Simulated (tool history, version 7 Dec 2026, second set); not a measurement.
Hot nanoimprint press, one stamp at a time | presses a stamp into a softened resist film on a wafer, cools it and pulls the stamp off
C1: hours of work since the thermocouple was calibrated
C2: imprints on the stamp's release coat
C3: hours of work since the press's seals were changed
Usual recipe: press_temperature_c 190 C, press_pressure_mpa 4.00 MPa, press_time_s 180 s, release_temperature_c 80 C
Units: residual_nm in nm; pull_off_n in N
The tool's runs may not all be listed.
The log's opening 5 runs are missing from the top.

{"run": 6, "hour": 155.2, "press_temperature_c": 190, "press_pressure_mpa": 4.0, "press_time_s": 160, "release_temperature_c": 80, "C1": 138, "C2": 447, "C3": 425, "residual_nm": 206.3, "pull_off_n": 198}
{"run": 7, "hour": 197.9, "press_temperature_c": 190, "press_pressure_mpa": 3.55, "press_time_s": 180, "release_temperature_c": 80, "C1": 156, "C2": 570, "C3": 444, "residual_nm": 205.1, "pull_off_n": 201}
{"run": 8, "hour": 241.2, "press_temperature_c": 190, "press_pressure_mpa": 4.0, "press_time_s": 180, "release_temperature_c": 80, "C1": 175, "C2": 694, "C3": 463, "residual_nm": 198.6, "pull_off_n": 189}
{"run": 9, "hour": 287.3, "press_temperature_c": 190, "press_pressure_mpa": 4.0, "press_time_s": 180, "release_temperature_c": 80, "C1": 196, "C2": 827, "C3": 483, "residual_nm": 199.0, "pull_off_n": 204}
{"run": 10, "hour": 319.9, "press_temperature_c": 190, "press_pressure_mpa": 4.0, "press_time_s": 180, "release_temperature_c": 80, "C1": 210, "C2": 921, "C3": 498, "residual_nm": 198.8, "pull_off_n": 205}
{"hour": 326.2, "done": "plate thermocouple calibrated"}
{"run": 11, "hour": 367.5, "press_temperature_c": 190, "press_pressure_mpa": 4.0, "press_time_s": 180, "release_temperature_c": 75, "C1": 18, "C2": 1049, "C3": 517, "residual_nm": 200.3, "pull_off_n": 224}
{"run": 12, "hour": 410.3, "press_temperature_c": 190, "press_pressure_mpa": 4.0, "press_time_s": 180, "release_temperature_c": 75, "C1": 37, "C2": 1172, "C3": 536, "residual_nm": 201.6, "pull_off_n": 225}
{"run": 13, "hour": 444.5, "press_temperature_c": 190, "press_pressure_mpa": 4.0, "press_time_s": 180, "release_temperature_c": 75, "C1": 52, "C2": 1271, "C3": 551, "residual_nm": 200.6, "pull_off_n": 230}
{"run": 14, "hour": 470.1, "press_temperature_c": 190, "press_pressure_mpa": 4.0, "press_time_s": 180, "release_temperature_c": 75, "C1": 63, "C2": 1344, "C3": 562, "residual_nm": 201.6, "pull_off_n": 229}
{"run": 15, "hour": 503.3, "press_temperature_c": 190, "press_pressure_mpa": 4.0, "press_time_s": 180, "release_temperature_c": 75, "C1": 78, "C2": 1440, "C3": 577, "residual_nm": 203.7, "pull_off_n": 237}
{"hour": 556.9, "done": "plate thermocouple calibrated, once more"}
{"run": 16, "hour": 556.9, "press_temperature_c": 190, "press_pressure_mpa": 4.0, "press_time_s": 180, "release_temperature_c": 75, "C1": 0, "C2": 1585, "C3": 599, "residual_nm": 194.6, "pull_off_n": 234}
{"run": 17, "hour": 579.7, "press_temperature_c": 190, "press_pressure_mpa": 2.67, "press_time_s": 321, "release_temperature_c": 80, "C1": 10, "C2": 1651, "C3": 609, "residual_nm": 193.1, "pull_off_n": 210}
{"run": 18, "hour": 626.2, "press_temperature_c": 190, "press_pressure_mpa": 2.67, "press_time_s": 321, "release_temperature_c": 80, "C1": 30, "C2": 1785, "C3": 630, "residual_nm": 193.3, "pull_off_n": 214}
{"run": 19, "hour": 661.5, "press_temperature_c": 190, "press_pressure_mpa": 4.3, "press_time_s": 321, "release_temperature_c": 80, "C1": 46, "C2": 1886, "C3": 645, "residual_nm": 156.1, "pull_off_n": 218}
{"hour": 681.7, "done": "stamp cleaned and given a new release coat"}
{"run": 20, "hour": 719.0, "press_temperature_c": 196, "press_pressure_mpa": 4.0, "press_time_s": 180, "release_temperature_c": 72, "C1": 69, "C2": 107, "C3": 668, "residual_nm": 174.6, "pull_off_n": 218}
{"run": 21, "hour": 755.3, "press_temperature_c": 196, "press_pressure_mpa": 4.0, "press_time_s": 180, "release_temperature_c": 72, "C1": 84, "C2": 212, "C3": 684, "residual_nm": 172.1, "pull_off_n": 216}
{"run": 22, "hour": 798.7, "press_temperature_c": 180, "press_pressure_mpa": 5.33, "press_time_s": 312, "release_temperature_c": 80, "C1": 104, "C2": 337, "C3": 703, "residual_nm": 188.4, "pull_off_n": 195}
{"run": 23, "hour": 841.6, "press_temperature_c": 190, "press_pressure_mpa": 4.83, "press_time_s": 180, "release_temperature_c": 80, "C1": 122, "C2": 460, "C3": 721, "residual_nm": 183.2, "pull_off_n": 196}
{"run": 24, "hour": 885.1, "press_temperature_c": 198, "press_pressure_mpa": 4.83, "press_time_s": 180, "release_temperature_c": 80, "C1": 141, "C2": 585, "C3": 741, "residual_nm": 153.4, "pull_off_n": 191}
{"run": 25, "hour": 926.4, "press_temperature_c": 198, "press_pressure_mpa": 3.27, "press_time_s": 158, "release_temperature_c": 80, "C1": 160, "C2": 704, "C3": 759, "residual_nm": 192.6, "pull_off_n": 205}
{"run": 26, "hour": 954.4, "press_temperature_c": 198, "press_pressure_mpa": 3.27, "press_time_s": 158, "release_temperature_c": 80, "C1": 172, "C2": 785, "C3": 771, "residual_nm": 190.1, "pull_off_n": 196}
{"run": 27, "hour": 1002.4, "press_temperature_c": 198, "press_pressure_mpa": 3.27, "press_time_s": 158, "release_temperature_c": 80, "C1": 193, "C2": 922, "C3": 792, "residual_nm": 188.5, "pull_off_n": 199}
{"run": 28, "hour": 1034.2, "press_temperature_c": 198, "press_pressure_mpa": 6.05, "press_time_s": 323, "release_temperature_c": 69, "C1": 207, "C2": 1014, "C3": 806, "residual_nm": 110.8, "pull_off_n": 247}
{"run": 29, "hour": 1074.7, "press_temperature_c": 187, "press_pressure_mpa": 3.93, "press_time_s": 180, "release_temperature_c": 84, "C1": 225, "C2": 1131, "C3": 824, "residual_nm": 216.5, "pull_off_n": 195}
{"run": 30, "hour": 1119.6, "press_temperature_c": 199, "press_pressure_mpa": 3.93, "press_time_s": 180, "release_temperature_c": 79, "C1": 244, "C2": 1260, "C3": 844, "residual_nm": 167.6, "pull_off_n": 216}

Each row is a separate what-if for the run after 30, all from the same tool condition, not one after another. Results?
{"run": "A", "hour": 1150.1, "press_temperature_c": 201, "press_pressure_mpa": 4.93, "press_time_s": 180, "release_temperature_c": 73, "C1": 258, "C2": 1348, "C3": 857, "residual_nm": "?", "pull_off_n": "?"}
{"run": "B", "hour": 1150.1, "press_temperature_c": 191, "press_pressure_mpa": 4.34, "press_time_s": 198, "release_temperature_c": 79, "C1": 258, "C2": 1348, "C3": 857, "residual_nm": "?", "pull_off_n": "?"}
{"run": "C", "hour": 1150.1, "press_temperature_c": 190, "press_pressure_mpa": 4.0, "press_time_s": 306, "release_temperature_c": 72, "C1": 258, "C2": 1348, "C3": 857, "residual_nm": "?", "pull_off_n": "?"}
{"run": "D", "hour": 1150.1, "press_temperature_c": 199, "press_pressure_mpa": 4.81, "press_time_s": 194, "release_temperature_c": 65, "C1": 258, "C2": 1348, "C3": 857, "residual_nm": "?", "pull_off_n": "?"}

run=A residual_nm=143.8 pull_off_n=243
run=B residual_nm=184.5 pull_off_n=212
run=C residual_nm=170.0 pull_off_n=241
run=D residual_nm=149.8 pull_off_n=266
Had the tool no hidden state, the same runs would have come out as:
run=A residual_nm=134.2 pull_off_n=219
run=B residual_nm=173.9 pull_off_n=191
run=C residual_nm=160.3 pull_off_n=217
run=D residual_nm=139.9 pull_off_n=240
